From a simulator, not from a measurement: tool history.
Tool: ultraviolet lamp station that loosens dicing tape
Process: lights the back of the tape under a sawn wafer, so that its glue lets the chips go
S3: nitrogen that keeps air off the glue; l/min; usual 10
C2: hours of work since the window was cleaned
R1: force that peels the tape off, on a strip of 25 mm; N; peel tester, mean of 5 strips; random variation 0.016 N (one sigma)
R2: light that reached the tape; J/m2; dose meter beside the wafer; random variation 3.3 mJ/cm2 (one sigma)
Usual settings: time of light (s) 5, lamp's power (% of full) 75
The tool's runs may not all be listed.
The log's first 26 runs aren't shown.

{"run": 27, "day": 64.804, "time of light (s)": 3, "lamp's power (% of full)": 75, "S3": 10, "hours of work of the lamp": 622, "C2": 177, "R1": 1.722, "R2": 3120}
{"run": 28, "day": 67.988, "time of light (s)": 3, "lamp's power (% of full)": 75, "S3": 10, "hours of work of the lamp": 653, "C2": 208, "R1": 1.716, "R2": 3110}
{"run": 29, "day": 71.438, "time of light (s)": 8, "lamp's power (% of full)": 80, "S3": 4, "hours of work of the lamp": 686, "C2": 241, "R1": 0.621, "R2": 8830}
{"run": 30, "day": 74.117, "time of light (s)": 7, "lamp's power (% of full)": 75, "S3": 5, "hours of work of the lamp": 712, "C2": 267, "R1": 0.748, "R2": 7260}
{"day": 75.542, "done": "lamp changed"}
{"run": 31, "day": 76.821, "time of light (s)": 7, "lamp's power (% of full)": 75, "S3": 5, "hours of work of the lamp": 12, "C2": 292, "R1": 0.719, "R2": 7270}
{"run": 32, "day": 78.625, "time of light (s)": 7, "lamp's power (% of full)": 87, "S3": 5, "hours of work of the lamp": 30, "C2": 310, "R1": 0.56, "R2": 8530}
{"run": 33, "day": 81.708, "time of light (s)": 7, "lamp's power (% of full)": 87, "S3": 5, "hours of work of the lamp": 59, "C2": 339, "R1": 0.558, "R2": 8490}
{"run": 34, "day": 83.317, "time of light (s)": 3, "lamp's power (% of full)": 93, "S3": 5, "hours of work of the lamp": 75, "C2": 355, "R1": 1.898, "R2": 3910}
{"run": 35, "day": 86.571, "time of light (s)": 2, "lamp's power (% of full)": 73, "S3": 7, "hours of work of the lamp": 106, "C2": 386, "R1": 3.169, "R2": 1990}
{"run": 36, "day": 89.883, "time of light (s)": 7, "lamp's power (% of full)": 93, "S3": 16, "hours of work of the lamp": 138, "C2": 418, "R1": 0.278, "R2": 8980}

Forecast run 37:
{"run": 37, "day": 91.658, "time of light (s)": 6, "lamp's power (% of full)": 76, "S3": 10, "hours of work of the lamp": 155, "C2": 435, "R1": "?", "R2": "?"}

Run 37 gave R1 0.550 N, R2 6290 J/m2.
Without the tool's hidden state the same run would have given R1 0.548 N, R2 6300 J/m2.
